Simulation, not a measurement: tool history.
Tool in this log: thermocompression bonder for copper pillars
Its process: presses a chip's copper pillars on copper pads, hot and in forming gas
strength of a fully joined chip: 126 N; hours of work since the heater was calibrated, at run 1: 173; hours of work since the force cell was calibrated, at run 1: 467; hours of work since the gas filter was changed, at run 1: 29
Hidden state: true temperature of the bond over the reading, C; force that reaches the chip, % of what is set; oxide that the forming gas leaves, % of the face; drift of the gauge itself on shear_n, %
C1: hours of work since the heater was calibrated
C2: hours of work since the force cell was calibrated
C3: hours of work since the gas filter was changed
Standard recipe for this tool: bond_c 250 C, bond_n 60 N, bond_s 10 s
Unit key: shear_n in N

Run 1, day 0.000: usual settings; C1 173; C2 467; C3 29. Result: shear_n 89.3 N.
Run 2, day 0.662: usual settings; C1 181; C2 475; C3 37. Result: shear_n 88.8 N.
Run 3, day 1.217: usual settings but bond_c 256 C; C1 188; C2 482; C3 44. Result: shear_n 95.0 N.
Run 4, day 1.867: usual settings but bond_s 28 s; C1 197; C2 491; C3 53. Result: shear_n 109.4 N.
Run 5, day 2.362: usual settings; C1 203; C2 497; C3 59. Result: shear_n 88.5 N.
Run 6, day 3.108: usual settings; C1 213; C2 507; C3 68. Result: shear_n 89.3 N.
Run 7, day 3.879: usual settings; C1 222; C2 516; C3 78. Result: shear_n 88.2 N.
Run 8, day 4.338: usual settings; C1 228; C2 522; C3 84. Result: shear_n 88.1 N.
Run 9, day 4.975: usual settings; C1 237; C2 530; C3 92. Result: shear_n 88.0 N.
Run 10, day 5.383: usual settings; C1 242; C2 536; C3 98. Result: shear_n 88.2 N.
Run 11, day 6.133: usual settings; C1 251; C2 545; C3 107. Result: shear_n 87.4 N.
Run 12, day 6.667: usual settings but bond_n 37 N, bond_s 13 s; C1 258; C2 552; C3 114. Result: shear_n 78.6 N.
Run 13, day 7.217: usual settings but bond_c 233 C, bond_n 56 N, bond_s 6 s; C1 265; C2 559; C3 121. Result: shear_n 58.9 N.
Run 14, day 7.771: usual settings but bond_c 233 C, bond_n 56 N, bond_s 6 s; C1 272; C2 566; C3 128. Result: shear_n 58.5 N.
Run 15, day 8.488: usual settings but bond_c 233 C, bond_n 51 N, bond_s 6 s; C1 282; C2 575; C3 137. Result: shear_n 56.3 N.
Run 16, day 9.117: usual settings but bond_c 266 C, bond_n 47 N; C1 290; C2 584; C3 145. Result: shear_n 93.1 N.
Run 17, day 9.517: usual settings but bond_c 266 C, bond_n 47 N, bond_s 6 s; C1 295; C2 589; C3 151. Result: shear_n 83.0 N.
Run 18, day 10.079: usual settings but bond_c 265 C, bond_n 59 N, bond_s 11 s; C1 302; C2 596; C3 158. Result: shear_n 100.9 N.
Run 19, day 10.538: usual settings but bond_c 265 C, bond_n 59 N, bond_s 18 s; C1 308; C2 602; C3 164. Result: shear_n 110.8 N.
Run 20, day 11.029: usual settings but bond_c 265 C, bond_n 59 N, bond_s 18 s; C1 314; C2 608; C3 170. Result: shear_n 108.5 N.
Run 21, day 11.704: usual settings but bond_c 277 C, bond_n 71 N; C1 323; C2 617; C3 179. Result: shear_n 111.6 N.
Run 22, day 12.467: usual settings but bond_c 277 C, bond_n 71 N; C1 332; C2 626; C3 188. Result: shear_n 111.7 N.

For some of the steps in shear_n from one run to the next: how much would appear even if the tool had no hidden state, given the settings, what came in and random variation, and how much remains for the hidden state plus any gauge scatter that the measured result and the result without hidden state don't share?
Run 3 -> 4: bond_c 256 -> 250, bond_s 10 -> 28. shear_n +14.4 N: hidden state +0.6, all else +13.8.
Run 4 -> 5: bond_s 28 -> 10. shear_n -20.9 N: hidden state -0.9, all else -20.0.
Run 15 -> 16: bond_c 233 -> 266, bond_n 51 -> 47, bond_s 6 -> 10. shear_n +36.8 N: hidden state -0.3, all else +37.1.
